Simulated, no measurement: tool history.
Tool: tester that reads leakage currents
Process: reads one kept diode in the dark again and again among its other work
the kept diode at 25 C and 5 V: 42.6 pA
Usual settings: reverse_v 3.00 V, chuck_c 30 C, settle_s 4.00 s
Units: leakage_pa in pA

| run | hour | reverse_v | chuck_c | settle_s | leakage_pa |
|---|---|---|---|---|---|
| 1 | 0.0 | 3.00 | 30 | 4.00 | 59.88 |
|  | 81.9 | chuck's temperature calibrated |
| 2 | 118.3 | 3.00 | 30 | 4.00 | 56.19 |
|  | 147.5 | probe card cleaned and baked |
| 3 | 259.4 | 3.00 | 30 | 4.00 | 48.65 |
| 4 | 324.5 | 3.00 | 23 | 4.00 | 28.85 |
| 5 | 430.5 | 3.00 | 23 | 4.00 | 29.62 |
| 6 | 497.1 | 3.00 | 30 | 4.00 | 50.56 |
| 7 | 620.6 | 3.00 | 30 | 0.63 | 52.97 |
| 8 | 756.5 | 3.00 | 49 | 0.63 | 198.35 |
| 9 | 821.6 | 3.00 | 30 | 4.00 | 53.16 |
| 10 | 955.3 | 3.00 | 30 | 1.90 | 54.80 |
| 11 | 1068.4 | 3.00 | 30 | 1.90 | 55.91 |
| 12 | 1155.0 | 2.14 | 30 | 4.00 | 45.93 |
|  | 1224.8 | chuck's temperature calibrated |
| 13 | 1277.4 | 3.00 | 30 | 0.73 | 54.23 |
| 14 | 1367.3 | 3.00 | 30 | 0.73 | 54.84 |
| 15 | 1431.9 | 3.00 | 30 | 4.00 | 54.18 |
| 16 | 1516.8 | 5.50 | 30 | 4.00 | 80.21 |
| 17 | 1638.1 | 1.44 | 30 | 4.00 | 35.70 |
| 18 | 1755.8 | 1.44 | 30 | 4.00 | 36.35 |
|  | 1783.5 | probe card cleaned and baked |
| 19 | 1902.2 | 1.44 | 30 | 4.00 | 33.13 |
| 20 | 1964.7 | 1.44 | 30 | 4.00 | 33.23 |
| 21 | 2073.4 | 3.00 | 30 | 1.37 | 52.08 |
| 22 | 2172.9 | 3.00 | 52 | 4.00 | 244.03 |
| 23 | 2282.7 | 3.00 | 48 | 5.32 | 188.95 |
|  | 2375.1 | chuck's temperature calibrated |
| 24 | 2404.3 | 3.00 | 48 | 5.32 | 175.01 |
| 25 | 2497.4 | 7.63 | 44 | 7.05 | 229.23 |
| 26 | 2599.4 | 7.63 | 44 | 7.05 | 231.56 |
| 27 | 2730.7 | 5.27 | 32 | 7.05 | 84.18 |
| 28 | 2821.0 | 5.27 | 32 | 7.05 | 85.59 |
| 29 | 2917.9 | 10.12 | 52 | 1.23 | 475.84 |
| 30 | 2993.3 | 3.00 | 41 | 4.00 | 115.09 |
| 31 | 3086.8 | 3.00 | 34 | 6.47 | 73.05 |
| 32 | 3237.8 | 3.00 | 32 | 9.18 | 65.19 |
| 33 | 3355.0 | 2.81 | 45 | 5.83 | 149.83 |
|  | 3421.2 | probe card cleaned and baked |
| 34 | 3432.4 | 3.00 | 30 | 3.13 | 50.23 |
|  | 3525.0 | chuck's temperature calibrated |
| 35 | 3539.3 | 3.57 | 25 | 1.13 | 36.45 |
| 36 | 3677.5 | 2.35 | 36 | 1.27 | 65.71 |
| 37 | 3755.6 | 3.28 | 34 | 0.54 | 71.09 |
| 38 | 3876.1 | 6.73 | 30 | 4.00 | 79.93 |
| 39 | 3939.3 | 5.19 | 30 | 2.29 | 69.90 |

Hidden state or all else? Some run-to-run changes of leakage_pa, split into what the settings, what came in and random variation would give without the hidden state, and what is left for the hidden state (with any gauge scatter that isn't in both results):
The hidden state here: stray current of the dirty probe card, pA a volt; current scale over the true one, %; true chuck temperature over the reading, C; drift of the gauge itself on leakage_pa, %.
Run 21 -> 22: chuck_c 30 -> 52, settle_s 1.37 -> 4.00. leakage_pa +191.95 pA: hidden state +8.65, all else +183.30.
Run 23 -> 24: chuck's temperature calibrated. leakage_pa -13.94 pA: hidden state -13.04, all else -0.90.
Run 28 -> 29: reverse_v 5.27 -> 10.12, chuck_c 32 -> 52, settle_s 7.05 -> 1.23. leakage_pa +390.25 pA: hidden state +13.23, all else +377.02.
Run 29 -> 30: reverse_v 10.12 -> 3.00, chuck_c 52 -> 41, settle_s 1.23 -> 4.00. leakage_pa -360.75 pA: hidden state -15.16, all else -345.59.
